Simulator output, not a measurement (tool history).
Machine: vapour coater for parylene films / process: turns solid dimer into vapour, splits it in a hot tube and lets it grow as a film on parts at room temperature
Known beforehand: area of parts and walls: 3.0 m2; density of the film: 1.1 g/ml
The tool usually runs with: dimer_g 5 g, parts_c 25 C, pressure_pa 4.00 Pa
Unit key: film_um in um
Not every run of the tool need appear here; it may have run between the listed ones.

run 1 hour=0.0 | dimer_g=5 parts_c=25 pressure_pa=4.00 | film_um=0.99
run 2 hour=30.0 | dimer_g=5 parts_c=25 pressure_pa=4.00 | film_um=0.99
run 3 hour=68.8 | dimer_g=5 parts_c=25 pressure_pa=4.00 | film_um=1.01
run 4 hour=111.0 | dimer_g=5 parts_c=25 pressure_pa=4.00 | film_um=0.99
run 5 hour=148.5 | dimer_g=5 parts_c=25 pressure_pa=4.00 | film_um=0.96
run 6 hour=180.1 | dimer_g=5 parts_c=25 pressure_pa=4.00 | film_um=1.01
run 7 hour=204.4 | dimer_g=5 parts_c=25 pressure_pa=4.00 | film_um=0.97
run 8 hour=238.5 | dimer_g=5 parts_c=25 pressure_pa=4.00 | film_um=0.99
run 9 hour=275.0 | dimer_g=5 parts_c=25 pressure_pa=4.00 | film_um=0.97
run 10 hour=326.0 | dimer_g=5 parts_c=22 pressure_pa=4.00 | film_um=1.04
run 11 hour=370.3 | dimer_g=5 parts_c=22 pressure_pa=4.00 | film_um=1.08
run 12 hour=400.5 | dimer_g=5 parts_c=22 pressure_pa=4.00 | film_um=1.07
run 13 hour=438.1 | dimer_g=5 parts_c=22 pressure_pa=4.00 | film_um=1.04
run 14 hour=460.9 | dimer_g=5 parts_c=25 pressure_pa=6.14 | film_um=0.86
run 15 hour=506.8 | dimer_g=5 parts_c=25 pressure_pa=6.14 | film_um=0.87
run 16 hour=558.2 | dimer_g=5 parts_c=25 pressure_pa=6.14 | film_um=0.85
run 17 hour=583.5 | dimer_g=5 parts_c=25 pressure_pa=4.00 | film_um=0.92
run 18 hour=631.0 | dimer_g=5 parts_c=25 pressure_pa=4.00 | film_um=0.93
run 19 hour=652.6 | dimer_g=5 parts_c=25 pressure_pa=4.00 | film_um=0.92
run 20 hour=695.9 | dimer_g=5 parts_c=17 pressure_pa=7.36 | film_um=1.08
run 21 hour=727.9 | dimer_g=6 parts_c=17 pressure_pa=7.36 | film_um=1.27
-- hour=764.1 trap's valve overhauled
run 22 hour=764.1 | dimer_g=6 parts_c=17 pressure_pa=7.36 | film_um=1.42
run 23 hour=796.0 | dimer_g=4 parts_c=21 pressure_pa=3.99 | film_um=0.92
run 24 hour=824.6 | dimer_g=2 parts_c=33 pressure_pa=4.00 | film_um=0.27
run 25 hour=861.0 | dimer_g=4 parts_c=28 pressure_pa=3.93 | film_um=0.73
run 26 hour=889.3 | dimer_g=2 parts_c=35 pressure_pa=5.88 | film_um=0.27
run 27 hour=939.6 | dimer_g=3 parts_c=18 pressure_pa=5.62 | film_um=0.69
run 28 hour=977.2 | dimer_g=3 parts_c=18 pressure_pa=5.62 | film_um=0.69
run 29 hour=1015.9 | dimer_g=5 parts_c=25 pressure_pa=2.65 | film_um=1.06
run 30 hour=1044.4 | dimer_g=6 parts_c=35 pressure_pa=4.23 | film_um=0.82
run 31 hour=1092.2 | dimer_g=6 parts_c=35 pressure_pa=4.23 | film_um=0.83
run 32 hour=1112.8 | dimer_g=6 parts_c=35 pressure_pa=4.23 | film_um=0.80
run 33 hour=1147.7 | dimer_g=6 parts_c=35 pressure_pa=4.23 | film_um=0.82

Run 34 comes next. What will it give?
run 34 hour=1194.5 | dimer_g=6 parts_c=35 pressure_pa=4.76 | film_um=?

Run 34 yielded film_um 0.79 um.
Minus the tool's unlogged condition, the same run would have read film_um 0.81 um.

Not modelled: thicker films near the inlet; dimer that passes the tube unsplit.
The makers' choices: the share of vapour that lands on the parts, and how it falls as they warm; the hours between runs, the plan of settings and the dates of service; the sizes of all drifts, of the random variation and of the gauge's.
